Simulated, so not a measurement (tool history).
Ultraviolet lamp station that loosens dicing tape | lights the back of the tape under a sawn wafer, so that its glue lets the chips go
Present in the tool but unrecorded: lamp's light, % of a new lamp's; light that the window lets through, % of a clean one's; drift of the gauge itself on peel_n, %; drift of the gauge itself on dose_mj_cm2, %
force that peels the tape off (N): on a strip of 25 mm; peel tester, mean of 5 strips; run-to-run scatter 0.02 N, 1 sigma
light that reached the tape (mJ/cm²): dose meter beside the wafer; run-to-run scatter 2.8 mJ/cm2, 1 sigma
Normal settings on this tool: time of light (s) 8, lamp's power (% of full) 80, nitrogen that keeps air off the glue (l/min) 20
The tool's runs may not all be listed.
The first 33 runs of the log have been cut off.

run   hour  time of light (s)  lamp's power (% of full)  nitrogen that keeps air off the glue (l/min)  hours of work of the lamp  hours of work since the window was cleaned  force that peels the tape off (N)  light that reached the tape (mJ/cm²)
 34  310.7                  8                        71                                             7                        163                                         238                              3.283                                   280
 35  319.4                  8                        83                                            12                        166                                         242                              1.947                                   326
 36  328.0                  8                        78                                            31                        170                                         245                              1.156                                   306
 37  336.3                 10                        61                                             6                        173                                         249                              3.270                                   299
 38  349.1                 10                        61                                             6                        179                                         254                              3.222                                   296
 39  357.5                  7                        62                                            13                        182                                         258                              3.432                                   208
 40  369.8                  7                        62                                            13                        187                                         263                              3.401                                   214
     373.5  -- window cleaned of glue's vapour
 41  376.8                  6                        98                                            15                        190                                           1                              1.627                                   330
 42  388.1                  5                        69                                             7                        195                                           6                              4.745                                   197

Estimate the outcome of run 43 from the log above:
 43  395.4                  9                        69                                            11                        198                                           9                                  ?                                     ?

{"run 43": {"force that peels the tape off (N)": 1.851, "light that reached the tape (mJ/cm²)": 346}}
Minus the tool's unlogged condition, the same run would have read force that peels the tape off (N) 1.629, light that reached the tape (mJ/cm²) 372.
